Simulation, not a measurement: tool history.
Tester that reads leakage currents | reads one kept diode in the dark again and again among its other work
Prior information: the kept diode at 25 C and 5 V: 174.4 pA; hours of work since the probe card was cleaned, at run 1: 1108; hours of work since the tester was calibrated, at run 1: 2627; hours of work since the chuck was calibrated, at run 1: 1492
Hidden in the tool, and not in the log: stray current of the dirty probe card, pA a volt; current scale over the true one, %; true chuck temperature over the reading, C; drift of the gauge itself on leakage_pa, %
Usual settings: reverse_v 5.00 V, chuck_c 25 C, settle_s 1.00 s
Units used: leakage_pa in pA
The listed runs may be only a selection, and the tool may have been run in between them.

| run | day | reverse_v | chuck_c | settle_s | hours of work since the probe card was cleaned | hours of work since the tester was calibrated | hours of work since the chuck was calibrated | leakage_pa |
|---|---|---|---|---|---|---|---|---|
| 1 | 0.000 | 5.00 | 25 | 1.00 | 1108 | 2627 | 1492 | 197.22 |
| 2 | 7.721 | 5.00 | 25 | 1.00 | 1202 | 2720 | 1585 | 199.09 |
| 3 | 12.154 | 5.00 | 25 | 3.76 | 1255 | 2774 | 1639 | 200.46 |
| 4 | 20.479 | 5.00 | 25 | 3.76 | 1355 | 2874 | 1739 | 201.87 |
| 5 | 28.454 | 5.00 | 25 | 1.00 | 1452 | 2970 | 1835 | 203.66 |
| 6 | 33.679 | 5.00 | 25 | 1.00 | 1515 | 3033 | 1899 | 204.16 |
| 7 | 38.221 | 5.00 | 21 | 1.00 | 1569 | 3088 | 1953 | 157.30 |
| 8 | 41.929 | 5.00 | 25 | 1.00 | 1614 | 3133 | 1998 | 207.52 |
| 9 | 48.042 | 5.00 | 57 | 1.00 | 1688 | 3207 | 2072 | 1570.21 |
|  | 50.708 | probe card cleaned and baked |
| 10 | 53.242 | 5.00 | 57 | 1.00 | 31 | 3268 | 2133 | 1557.22 |
| 11 | 58.150 | 5.00 | 25 | 1.97 | 90 | 3327 | 2192 | 195.57 |
| 12 | 64.792 | 5.00 | 25 | 1.97 | 170 | 3407 | 2272 | 198.17 |
| 13 | 69.821 | 5.00 | 25 | 1.97 | 231 | 3468 | 2333 | 199.75 |
|  | 74.979 | chuck's temperature calibrated |
| 14 | 77.712 | 2.41 | 30 | 2.28 | 325 | 3562 | 33 | 223.97 |
| 15 | 82.442 | 2.41 | 30 | 2.28 | 382 | 3619 | 90 | 224.74 |
| 16 | 87.025 | 2.41 | 30 | 2.28 | 437 | 3674 | 145 | 226.43 |

For run 17, what comes out?
| 17 | 91.638 | 6.07 | 38 | 2.51 | 493 | 3730 | 201 | ? |

{"run 17": {"leakage_pa": 577.49}}
Without the tool's hidden state the same run would have given leakage_pa 469.67 pA.
